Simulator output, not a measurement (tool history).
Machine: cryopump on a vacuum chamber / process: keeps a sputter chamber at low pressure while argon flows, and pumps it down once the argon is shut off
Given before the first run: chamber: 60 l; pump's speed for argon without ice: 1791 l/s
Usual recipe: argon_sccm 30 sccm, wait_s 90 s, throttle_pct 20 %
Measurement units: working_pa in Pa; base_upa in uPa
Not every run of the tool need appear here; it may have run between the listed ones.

{"run": 1, "day": 0.0, "argon_sccm": 30, "wait_s": 90, "throttle_pct": 20, "working_pa": 0.1475, "base_upa": 1.82}
{"run": 2, "day": 2.608, "argon_sccm": 30, "wait_s": 90, "throttle_pct": 41, "working_pa": 0.0757, "base_upa": 1.91}
{"run": 3, "day": 6.121, "argon_sccm": 30, "wait_s": 52, "throttle_pct": 41, "working_pa": 0.0775, "base_upa": 2.43}
{"run": 4, "day": 8.546, "argon_sccm": 30, "wait_s": 52, "throttle_pct": 41, "working_pa": 0.0776, "base_upa": 2.58}
{"run": 5, "day": 10.604, "argon_sccm": 30, "wait_s": 52, "throttle_pct": 41, "working_pa": 0.0766, "base_upa": 2.63}
{"run": 6, "day": 13.158, "argon_sccm": 30, "wait_s": 32, "throttle_pct": 20, "working_pa": 0.1504, "base_upa": 3.49}
{"run": 7, "day": 16.504, "argon_sccm": 30, "wait_s": 32, "throttle_pct": 20, "working_pa": 0.15, "base_upa": 3.44}
{"run": 8, "day": 19.15, "argon_sccm": 30, "wait_s": 32, "throttle_pct": 20, "working_pa": 0.1513, "base_upa": 3.59}
{"run": 9, "day": 20.712, "argon_sccm": 30, "wait_s": 90, "throttle_pct": 17, "working_pa": 0.1769, "base_upa": 2.14}
{"run": 10, "day": 22.917, "argon_sccm": 30, "wait_s": 90, "throttle_pct": 17, "working_pa": 0.1767, "base_upa": 2.15}
{"run": 11, "day": 26.225, "argon_sccm": 30, "wait_s": 90, "throttle_pct": 17, "working_pa": 0.178, "base_upa": 2.26}
{"run": 12, "day": 27.954, "argon_sccm": 30, "wait_s": 90, "throttle_pct": 20, "working_pa": 0.1524, "base_upa": 2.3}
{"day": 28.683, "done": "leaking fittings of the chamber tightened, without venting"}
{"run": 13, "day": 31.267, "argon_sccm": 30, "wait_s": 90, "throttle_pct": 20, "working_pa": 0.1541, "base_upa": 1.14}
{"run": 14, "day": 33.742, "argon_sccm": 30, "wait_s": 90, "throttle_pct": 20, "working_pa": 0.1554, "base_upa": 1.15}
{"day": 34.7, "done": "pump warmed up, emptied and cooled again"}
{"run": 15, "day": 37.6, "argon_sccm": 30, "wait_s": 90, "throttle_pct": 20, "working_pa": 0.1441, "base_upa": 1.15}
{"run": 16, "day": 40.404, "argon_sccm": 30, "wait_s": 42, "throttle_pct": 20, "working_pa": 0.1436, "base_upa": 2.09}
{"run": 17, "day": 43.321, "argon_sccm": 30, "wait_s": 142, "throttle_pct": 20, "working_pa": 0.144, "base_upa": 0.86}
{"run": 18, "day": 46.133, "argon_sccm": 24, "wait_s": 32, "throttle_pct": 45, "working_pa": 0.0537, "base_upa": 2.6}
{"run": 19, "day": 49.617, "argon_sccm": 14, "wait_s": 97, "throttle_pct": 20, "working_pa": 0.0668, "base_upa": 1.18}
{"run": 20, "day": 52.912, "argon_sccm": 14, "wait_s": 97, "throttle_pct": 20, "working_pa": 0.0685, "base_upa": 1.22}
{"run": 21, "day": 55.75, "argon_sccm": 39, "wait_s": 23, "throttle_pct": 20, "working_pa": 0.1886, "base_upa": 3.67}
{"run": 22, "day": 57.25, "argon_sccm": 39, "wait_s": 23, "throttle_pct": 20, "working_pa": 0.1892, "base_upa": 3.65}
{"run": 23, "day": 60.4, "argon_sccm": 27, "wait_s": 81, "throttle_pct": 50, "working_pa": 0.0556, "base_upa": 1.42}
{"run": 24, "day": 62.688, "argon_sccm": 52, "wait_s": 90, "throttle_pct": 44, "working_pa": 0.1206, "base_upa": 1.36}
{"run": 25, "day": 64.867, "argon_sccm": 41, "wait_s": 269, "throttle_pct": 20, "working_pa": 0.2013, "base_upa": 0.86}
{"run": 26, "day": 67.904, "argon_sccm": 44, "wait_s": 141, "throttle_pct": 20, "working_pa": 0.2141, "base_upa": 1.17}
{"run": 27, "day": 70.4, "argon_sccm": 44, "wait_s": 141, "throttle_pct": 20, "working_pa": 0.2171, "base_upa": 1.2}
{"run": 28, "day": 72.675, "argon_sccm": 29, "wait_s": 31, "throttle_pct": 20, "working_pa": 0.1414, "base_upa": 3.1}
{"run": 29, "day": 75.158, "argon_sccm": 16, "wait_s": 109, "throttle_pct": 20, "working_pa": 0.0778, "base_upa": 1.42}
{"run": 30, "day": 77.304, "argon_sccm": 20, "wait_s": 174, "throttle_pct": 60, "working_pa": 0.0363, "base_upa": 1.16}
{"run": 31, "day": 79.662, "argon_sccm": 18, "wait_s": 243, "throttle_pct": 47, "working_pa": 0.0401, "base_upa": 1.1}
{"run": 32, "day": 82.288, "argon_sccm": 18, "wait_s": 243, "throttle_pct": 47, "working_pa": 0.0406, "base_upa": 1.12}

Run 33, settings as shown, results not yet in. Your forecast:
{"run": 33, "day": 84.096, "argon_sccm": 44, "wait_s": 38, "throttle_pct": 24, "working_pa": "?", "base_upa": "?"}

working_pa: 0.1833 Pa
base_upa: 2.77 uPa
With no hidden state in the tool, this same run would have given working_pa 0.1714 Pa, base_upa 2.08 uPa.
